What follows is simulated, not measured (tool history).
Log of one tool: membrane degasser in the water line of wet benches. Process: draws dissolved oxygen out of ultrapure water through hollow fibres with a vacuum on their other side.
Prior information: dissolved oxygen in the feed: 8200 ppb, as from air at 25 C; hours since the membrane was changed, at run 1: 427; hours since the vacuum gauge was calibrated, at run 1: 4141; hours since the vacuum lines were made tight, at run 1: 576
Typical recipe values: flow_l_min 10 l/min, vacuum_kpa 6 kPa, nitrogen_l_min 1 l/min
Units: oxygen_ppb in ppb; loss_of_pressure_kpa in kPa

run     day  flow_l_min  vacuum_kpa  nitrogen_l_min  hours since the membrane was changed  hours since the vacuum gauge was calibrated  hours since the vacuum lines were made tight  oxygen_ppb  loss_of_pressure_kpa
  1       0          10           6               1                                   427                                         4141                                           576        68.8                 43.21
  2   2.046           9           6               1                                   476                                         4191                                           625        62.8                  38.7
  3   3.683           9           6               1                                   516                                         4230                                           664        62.2                 39.19
  4    4.85           9           6               1                                   544                                         4258                                           692        62.1                 38.82
  5   6.929           9           6               1                                   593                                         4308                                           742        61.8                 38.93
  6   8.417           9           6               1                                   629                                         4343                                           778          62                 38.38
  7  10.125           9           6               1                                   670                                         4384                                           819        61.4                 39.03
  8  12.362          10           6            2.44                                   724                                         4438                                           872        31.5                 43.52
     13.917  -- vacuum gauge calibrated
  9  14.004          10           6            2.44                                   763                                            2                                           911        31.6                 43.35
 10  15.442          14           6            2.44                                   797                                           37                                           946        45.7                 60.72
 11  17.617           9       11.08            0.86                                   849                                           89                                           998       193.6                 39.19
 12  19.604           8        7.53            0.42                                   897                                          136                                          1046       184.6                  34.5
 13  20.588          10       10.25            0.64                                   921                                          160                                          1069       246.4                 43.37
 14  21.725          10       10.25            0.64                                   948                                          187                                          1097       249.8                 42.85
 15  23.167          10       14.61               1                                   983                                          222                                          1131       262.8                 43.49
 16  25.471           9        3.89            2.13                                  1038                                          277                                          1186         9.5                 38.74
 17    27.6           8        5.23            1.99                                  1089                                          328                                          1238        21.9                 34.55
 18  29.408           8        5.23            1.99                                  1132                                          372                                          1281        21.8                 34.41
 19  31.567           8        5.23            1.99                                  1184                                          424                                          1333        21.8                 34.24
 20    32.5           8        5.23            1.99                                  1207                                          446                                          1355        21.5                 34.51

Alternative continuations, all from the tool just after run 20; predict every row:
  A  33.517           8        5.49            1.45                                  1231                                          470                                          1379           ?                     ?
  B  33.517          11        6.98            2.81                                  1231                                          470                                          1379           ?                     ?
  C  33.517           8        5.23            2.15                                  1231                                          470                                          1379           ?                     ?

run  oxygen_ppb  loss_of_pressure_kpa
  A        32.3                 34.76
  B        40.3                 47.33
  C        20.1                 34.63
Take away the tool's hidden state, keep each run's random variation, and the runs would have read:
run  oxygen_ppb  loss_of_pressure_kpa
  A        32.3                 34.76
  B        40.3                 47.33
  C        20.1                 34.63

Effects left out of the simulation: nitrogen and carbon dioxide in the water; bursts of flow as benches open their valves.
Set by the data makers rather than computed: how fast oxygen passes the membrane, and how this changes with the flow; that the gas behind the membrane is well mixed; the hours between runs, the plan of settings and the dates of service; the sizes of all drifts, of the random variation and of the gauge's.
